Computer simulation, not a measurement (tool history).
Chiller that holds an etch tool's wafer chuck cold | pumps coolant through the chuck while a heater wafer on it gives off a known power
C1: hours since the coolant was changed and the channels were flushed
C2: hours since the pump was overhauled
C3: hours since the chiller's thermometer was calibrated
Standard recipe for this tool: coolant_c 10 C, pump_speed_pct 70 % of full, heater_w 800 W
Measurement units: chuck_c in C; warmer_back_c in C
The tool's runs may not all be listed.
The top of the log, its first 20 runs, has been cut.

run 21 hour=710.2 | coolant_c=10 pump_speed_pct=61 heater_w=667 | C1=2923 C2=1295 C3=2923 | chuck_c=16.05 warmer_back_c=2.103
run 22 hour=756.2 | coolant_c=6 pump_speed_pct=61 heater_w=553 | C1=2969 C2=1341 C3=2969 | chuck_c=10.88 warmer_back_c=1.742
run 23 hour=778.5 | coolant_c=15 pump_speed_pct=70 heater_w=800 | C1=2992 C2=1363 C3=2992 | chuck_c=21.3 warmer_back_c=2.155
run 24 hour=810.1 | coolant_c=3 pump_speed_pct=70 heater_w=493 | C1=3023 C2=1395 C3=3023 | chuck_c=6.75 warmer_back_c=1.329
run 25 hour=853.2 | coolant_c=6 pump_speed_pct=80 heater_w=680 | C1=3066 C2=1438 C3=3066 | chuck_c=10.64 warmer_back_c=1.588
run 26 hour=886.1 | coolant_c=10 pump_speed_pct=73 heater_w=800 | C1=3099 C2=1471 C3=3099 | chuck_c=16.05 warmer_back_c=2.056
run 27 hour=915.3 | coolant_c=10 pump_speed_pct=70 heater_w=1158 | C1=3128 C2=1500 C3=3128 | chuck_c=19.43 warmer_back_c=3.132
run 28 hour=955.5 | coolant_c=14 pump_speed_pct=63 heater_w=642 | C1=3169 C2=1540 C3=3169 | chuck_c=19.59 warmer_back_c=1.954
run 29 hour=1007.6 | coolant_c=5 pump_speed_pct=70 heater_w=800 | C1=3221 C2=1593 C3=3221 | chuck_c=11.35 warmer_back_c=2.177
run 30 hour=1046.5 | coolant_c=10 pump_speed_pct=75 heater_w=1047 | C1=3260 C2=1631 C3=3260 | chuck_c=17.99 warmer_back_c=2.632
run 31 hour=1098.9 | coolant_c=10 pump_speed_pct=70 heater_w=963 | C1=3312 C2=1684 C3=3312 | chuck_c=17.79 warmer_back_c=2.609
run 32 hour=1121.9 | coolant_c=16 pump_speed_pct=70 heater_w=587 | C1=3335 C2=1707 C3=3335 | chuck_c=20.55 warmer_back_c=1.592

3 options for the next run, each taken on its own from the tool as it stands now. Forecast them:
run A hour=1171.5 | coolant_c=16 pump_speed_pct=80 heater_w=587 | C1=3385 C2=1756 C3=3385 | chuck_c=? warmer_back_c=?
run B hour=1171.5 | coolant_c=12 pump_speed_pct=75 heater_w=883 | C1=3385 C2=1756 C3=3385 | chuck_c=? warmer_back_c=?
run C hour=1171.5 | coolant_c=7 pump_speed_pct=70 heater_w=800 | C1=3385 C2=1756 C3=3385 | chuck_c=? warmer_back_c=?

run=A chuck_c=19.97 warmer_back_c=1.37
run=B chuck_c=18.63 warmer_back_c=2.218
run=C chuck_c=13.44 warmer_back_c=2.161
With no hidden state in the tool, these same runs would have given:
run=A chuck_c=19.98 warmer_back_c=1.344
run=B chuck_c=18.32 warmer_back_c=2.174
run=C chuck_c=13.16 warmer_back_c=2.119
